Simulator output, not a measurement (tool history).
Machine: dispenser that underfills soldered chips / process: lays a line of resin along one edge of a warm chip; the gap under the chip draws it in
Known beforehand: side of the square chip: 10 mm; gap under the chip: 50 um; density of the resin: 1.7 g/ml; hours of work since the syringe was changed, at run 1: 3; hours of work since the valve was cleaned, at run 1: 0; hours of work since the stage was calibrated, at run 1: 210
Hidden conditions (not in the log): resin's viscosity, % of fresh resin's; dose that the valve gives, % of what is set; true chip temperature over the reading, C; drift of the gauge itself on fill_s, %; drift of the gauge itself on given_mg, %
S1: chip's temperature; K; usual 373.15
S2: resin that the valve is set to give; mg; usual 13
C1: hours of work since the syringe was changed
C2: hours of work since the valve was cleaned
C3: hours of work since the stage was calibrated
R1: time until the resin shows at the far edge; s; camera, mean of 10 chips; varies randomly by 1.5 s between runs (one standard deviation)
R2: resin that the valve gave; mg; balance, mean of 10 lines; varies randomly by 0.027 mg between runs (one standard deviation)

run   hour      S1    S2  C1  C2   C3     R1     R2
  1      0  373.15    13   3   0  210  153.4  12.99
  2   10.2  382.15    13  10   7  217  160.2  12.94
      11.4  -- new syringe of resin
  3   18.9  382.15  12.6   5  13  223  132.7  12.56
      26.3  -- new syringe of resin
  4     32  373.15    13   4  23  232  162.2  12.85
        42  -- new syringe of resin
  5     42  373.15    13   0  30  239  139.8  12.82
  6   50.4  382.15    13   6  36  245  139.6  12.78
      56.6  -- new syringe of resin
  7   60.8  384.15    13   3  43  253  114.3  12.75
      71.2  -- new syringe of resin
  8   71.2  373.15    13   0  50  260    134  12.65
        86  -- new syringe of resin
  9   86.1  373.15    13   0  61  271  135.2  12.62
     100.8  -- new syringe of resin
 10  100.8  382.15    13   0  71  281  107.4   12.6
 11    112  382.15    13   8  79  289  144.8  12.54
     116.3  -- new syringe of resin
 12  120.9  382.15    13   3  86  295  122.7  12.52
     131.5  -- new syringe of resin
     132.5  -- dispensing valve cleaned and set on the balance
 13  132.5  373.15    13   0   0  303  140.9  13.04
 14  140.8  373.15  13.1   6   6  309    173  13.01
     147.5  -- new syringe of resin
 15  151.6  373.15    13   3  14  316  154.3  12.97
     162.8  -- new syringe of resin
 16  162.8  379.15  15.8   0  21  324  113.5  15.61
 17  171.9  379.15  15.8   7  28  331  144.6  15.58
     177.6  -- new syringe of resin
 18  180.6  379.15  13.2   2  34  337  130.6  13.02

Expected results for the next run?
     192.7  -- new syringe of resin
 19  196.7  368.15  13.8   3  46  348   ?   ?

R1: 169.6 s
R2: 13.54 mg
The same run, on a tool lacking any hidden state, would have yielded R1 164.3 s, R2 13.83 mg.

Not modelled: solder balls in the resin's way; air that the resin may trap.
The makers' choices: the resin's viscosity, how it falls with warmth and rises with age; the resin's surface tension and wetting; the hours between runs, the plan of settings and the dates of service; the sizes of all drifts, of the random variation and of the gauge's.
